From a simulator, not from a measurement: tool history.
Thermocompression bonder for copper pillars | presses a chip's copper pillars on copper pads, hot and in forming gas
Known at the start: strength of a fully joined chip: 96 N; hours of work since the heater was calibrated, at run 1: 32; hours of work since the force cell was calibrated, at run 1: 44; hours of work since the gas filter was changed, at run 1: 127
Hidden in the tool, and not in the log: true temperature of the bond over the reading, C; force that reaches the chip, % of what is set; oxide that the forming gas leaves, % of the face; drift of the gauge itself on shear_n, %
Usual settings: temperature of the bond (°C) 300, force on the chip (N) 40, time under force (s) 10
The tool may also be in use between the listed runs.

run	day	temperature of the bond (°C)	force on the chip (N)	time under force (s)	hours of work since the heater was calibrated	hours of work since the force cell was calibrated	hours of work since the gas filter was changed	force that shears a chip off (N)
1	0.000	300	40	10	32	44	127	35.3
2	0.312	300	40	10	37	50	133	35.0
3	0.846	300	40	10	47	60	142	35.3
4	1.188	300	40	10	53	66	149	35.3
5	1.446	300	40	10	58	71	153	35.2
6	1.771	300	40	10	64	77	159	35.2
7	2.121	300	32	10	71	83	166	29.2
8	2.471	300	36	10	77	90	172	32.1
9	2.950	300	40	10	86	98	181	34.8
10	3.450	286	40	10	95	108	190	31.0
11	3.858	286	40	10	103	115	198	31.4
12	4.250	286	40	10	110	122	205	31.1
13	4.604	309	40	10	116	129	212	37.9
# day 4.733: heater calibrated with a thermocouple chip
14	5.167	300	40	10	8	138	220	34.8
15	5.554	300	40	10	15	145	228	35.2
16	5.804	300	32	21	20	149	232	39.3
17	6.233	283	53	9	28	157	240	36.2
# day 6.592: heater calibrated with a thermocouple chip, once more
18	6.850	299	39	14	5	167	250	38.6
19	7.142	299	39	14	10	172	255	38.5
20	7.542	277	26	19	17	180	263	25.0
21	7.900	277	26	19	24	186	269	25.2
22	8.350	316	52	18	32	195	277	58.0
23	8.904	276	52	10	42	205	288	35.3
24	9.275	307	44	29	49	212	294	57.0

Forecast run 25:
25	9.554	307	44	29	55	217	300	?

{"run 25": {"force that shears a chip off (N)": 56.5}}
Without the tool's hidden state the same run would have given force that shears a chip off (N) 58.7.
